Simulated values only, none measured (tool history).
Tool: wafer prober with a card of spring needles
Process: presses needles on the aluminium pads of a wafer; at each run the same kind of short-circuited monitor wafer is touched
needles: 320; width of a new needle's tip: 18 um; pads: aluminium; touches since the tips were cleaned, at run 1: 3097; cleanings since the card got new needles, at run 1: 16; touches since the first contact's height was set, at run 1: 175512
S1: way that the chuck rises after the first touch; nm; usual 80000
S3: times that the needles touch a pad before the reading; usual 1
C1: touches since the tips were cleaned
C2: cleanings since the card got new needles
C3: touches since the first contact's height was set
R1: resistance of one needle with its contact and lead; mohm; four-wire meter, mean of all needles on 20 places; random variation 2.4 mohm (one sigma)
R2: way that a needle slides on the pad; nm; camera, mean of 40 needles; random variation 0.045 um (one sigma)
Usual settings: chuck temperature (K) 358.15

run 1 hour=0 | S1=80000 chuck_temperature_(K)=358.15 S3=1 | C1=3097 C2=16 C3=175512 | R1=391 R2=9610
-- hour=32.4 tips cleaned on abrasive film
run 2 hour=56.9 | S1=80000 chuck_temperature_(K)=358.15 S3=1 | C1=4766 C2=17 C3=186560 | R1=393 R2=9500
-- hour=79.7 tips cleaned on abrasive film
run 3 hour=87.4 | S1=80000 chuck_temperature_(K)=358.15 S3=1 | C1=1494 C2=18 C3=192482 | R1=352 R2=9560
-- hour=125.7 tips cleaned on abrasive film
run 4 hour=145.6 | S1=80000 chuck_temperature_(K)=358.15 S3=1 | C1=3873 C2=19 C3=203797 | R1=398 R2=9520
-- hour=171.8 tips cleaned on abrasive film
run 5 hour=202.5 | S1=80000 chuck_temperature_(K)=358.15 S3=1 | C1=5971 C2=20 C3=214842 | R1=408 R2=9590
-- hour=218.5 tips cleaned on abrasive film
run 6 hour=249 | S1=80000 chuck_temperature_(K)=358.15 S3=1 | C1=5940 C2=21 C3=223878 | R1=408 R2=9510
-- hour=265.9 tips cleaned on abrasive film
run 7 hour=275.9 | S1=80000 chuck_temperature_(K)=358.15 S3=1 | C1=1940 C2=22 C3=229077 | R1=356 R2=9510
-- hour=288.3 height of the first contact set anew
-- hour=316.4 tips cleaned on abrasive film
run 8 hour=337.7 | S1=80000 chuck_temperature_(K)=358.15 S3=1 | C1=4143 C2=23 C3=9590 | R1=403 R2=9340
-- hour=366.2 tips cleaned on abrasive film
run 9 hour=377.2 | S1=80000 chuck_temperature_(K)=358.15 S3=1 | C1=2140 C2=24 C3=17261 | R1=385 R2=9330
run 10 hour=403.1 | S1=80000 chuck_temperature_(K)=358.15 S3=1 | C1=7183 C2=24 C3=22304 | R1=410 R2=9380
-- hour=414.9 tips cleaned on abrasive film
run 11 hour=460.1 | S1=80000 chuck_temperature_(K)=358.15 S3=1 | C1=8798 C2=25 C3=33377 | R1=414 R2=9380
-- hour=465.7 tips cleaned on abrasive film
-- hour=486.4 height of the first contact set anew, once more
run 12 hour=488.6 | S1=80000 chuck_temperature_(K)=358.15 S3=1 | C1=4393 C2=26 C3=436 | R1=395 R2=9740
-- hour=514.1 tips cleaned on abrasive film
run 13 hour=530.4 | S1=80000 chuck_temperature_(K)=358.15 S3=1 | C1=3174 C2=27 C3=8551 | R1=389 R2=9840
-- hour=561.5 tips cleaned on abrasive film
run 14 hour=588.1 | S1=80000 chuck_temperature_(K)=358.15 S3=1 | C1=5175 C2=28 C3=19759 | R1=401 R2=9670
-- hour=609.7 tips cleaned on abrasive film
run 15 hour=644 | S1=80000 chuck_temperature_(K)=358.15 S3=1 | C1=6679 C2=29 C3=30616 | R1=410 R2=9730
-- hour=655.9 tips cleaned on abrasive film
run 16 hour=678.7 | S1=80000 chuck_temperature_(K)=358.15 S3=1 | C1=4443 C2=30 C3=37352 | R1=393 R2=9750
-- hour=704.4 tips cleaned on abrasive film
run 17 hour=738.8 | S1=80000 chuck_temperature_(K)=393.15 S3=1 | C1=6688 C2=31 C3=49020 | R1=414 R2=9700
-- hour=752.8 tips cleaned on abrasive film
run 18 hour=797.2 | S1=77000 chuck_temperature_(K)=346.15 S3=2 | C1=8637 C2=32 C3=60370 | R1=368 R2=9320
-- hour=800.3 tips cleaned on abrasive film
-- hour=849.8 tips cleaned on abrasive film
run 19 hour=852.3 | S1=77000 chuck_temperature_(K)=331.15 S3=2 | C1=486 C2=34 C3=71044 | R1=291 R2=9280
run 20 hour=882.4 | S1=77000 chuck_temperature_(K)=340.15 S3=2 | C1=6355 C2=34 C3=76913 | R1=360 R2=9320
-- hour=898.9 tips cleaned on abrasive film
run 21 hour=917.3 | S1=90000 chuck_temperature_(K)=340.15 S3=2 | C1=3584 C2=35 C3=83683 | R1=328 R2=10920
run 22 hour=943.2 | S1=90000 chuck_temperature_(K)=340.15 S3=2 | C1=8623 C2=35 C3=88722 | R1=338 R2=10900
-- hour=946.7 tips cleaned on abrasive film
run 23 hour=971.8 | S1=91000 chuck_temperature_(K)=330.15 S3=1 | C1=4893 C2=36 C3=94277 | R1=373 R2=10930
-- hour=994.4 tips cleaned on abrasive film
run 24 hour=1017.2 | S1=88000 chuck_temperature_(K)=299.15 S3=2 | C1=4443 C2=37 C3=103083 | R1=331 R2=10610
-- hour=1042.9 tips cleaned on abrasive film
run 25 hour=1073.5 | S1=64000 chuck_temperature_(K)=306.15 S3=1 | C1=5971 C2=38 C3=114028 | R1=490 R2=7630
-- hour=1089.5 tips cleaned on abrasive film
run 26 hour=1109.9 | S1=64000 chuck_temperature_(K)=306.15 S3=1 | C1=3979 C2=39 C3=121088 | R1=465 R2=7680
-- hour=1137.5 tips cleaned on abrasive film
run 27 hour=1164.2 | S1=64000 chuck_temperature_(K)=306.15 S3=1 | C1=5194 C2=40 C3=131634 | R1=482 R2=7670
-- hour=1184 tips cleaned on abrasive film
run 28 hour=1204.9 | S1=64000 chuck_temperature_(K)=358.15 S3=1 | C1=4057 C2=41 C3=139524 | R1=473 R2=7560
-- hour=1230 tips cleaned on abrasive film
run 29 hour=1230.4 | S1=64000 chuck_temperature_(K)=358.15 S3=1 | C1=77 C2=42 C3=144474 | R1=298 R2=7710
-- hour=1277.4 tips cleaned on abrasive film
run 30 hour=1281.5 | S1=76000 chuck_temperature_(K)=358.15 S3=3 | C1=802 C2=43 C3=154401 | R1=294 R2=9050
-- hour=1324.7 tips cleaned on abrasive film
run 31 hour=1334.8 | S1=67000 chuck_temperature_(K)=366.15 S3=1 | C1=1971 C2=44 C3=164753 | R1=408 R2=8010

Forecast run 32:
-- hour=1372.9 tips cleaned on abrasive film
run 32 hour=1394.8 | S1=67000 chuck_temperature_(K)=366.15 S3=1 | C1=4253 C2=45 C3=176400 | R1=? R2=?

{"run 32": {"R1": 469, "R2": 7920}}
Without the tool's hidden state the same run would have given R1 279 mohm, R2 8140 nm.

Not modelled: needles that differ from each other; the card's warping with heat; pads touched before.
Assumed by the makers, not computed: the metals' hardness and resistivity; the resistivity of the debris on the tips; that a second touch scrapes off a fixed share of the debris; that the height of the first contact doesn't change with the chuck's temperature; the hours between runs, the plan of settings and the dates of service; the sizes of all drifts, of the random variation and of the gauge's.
